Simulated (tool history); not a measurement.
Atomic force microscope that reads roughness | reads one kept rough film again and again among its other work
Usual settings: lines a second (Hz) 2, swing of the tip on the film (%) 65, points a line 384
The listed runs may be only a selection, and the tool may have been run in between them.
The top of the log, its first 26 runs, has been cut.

| run | hour | lines a second (Hz) | swing of the tip on the film (%) | points a line | roughness of the kept film (nm (root mean square)) |
|---|---|---|---|---|---|
| 27 | 254.4 | 1.53 | 87 | 438 | 1.131 |
| 28 | 262.7 | 1.63 | 65 | 535 | 1.244 |
| 29 | 271.8 | 3.14 | 73 | 949 | 1.126 |
| 30 | 278.3 | 2.81 | 61 | 258 | 1.217 |
|  | 280.1 | new tip fitted |
| 31 | 289.8 | 1.92 | 70 | 994 | 1.237 |
| 32 | 301.2 | 1.85 | 70 | 469 | 1.239 |
| 33 | 312.3 | 2.19 | 65 | 708 | 1.248 |
| 34 | 323.8 | 1.7 | 63 | 341 | 1.274 |
| 35 | 335.4 | 1.7 | 63 | 341 | 1.268 |
| 36 | 342.2 | 2.29 | 88 | 386 | 1.066 |
| 37 | 354.1 | 3.53 | 74 | 545 | 1.115 |
| 38 | 364.9 | 2 | 65 | 576 | 1.244 |
| 39 | 377.4 | 0.73 | 65 | 533 | 1.291 |

For run 40, what comes out?
| 40 | 385.4 | 1.75 | 65 | 398 | ? |

Run 40 gave roughness of the kept film (nm (root mean square)) 1.253.
Minus the tool's unlogged condition, the same run would have read roughness of the kept film (nm (root mean square)) 1.269.

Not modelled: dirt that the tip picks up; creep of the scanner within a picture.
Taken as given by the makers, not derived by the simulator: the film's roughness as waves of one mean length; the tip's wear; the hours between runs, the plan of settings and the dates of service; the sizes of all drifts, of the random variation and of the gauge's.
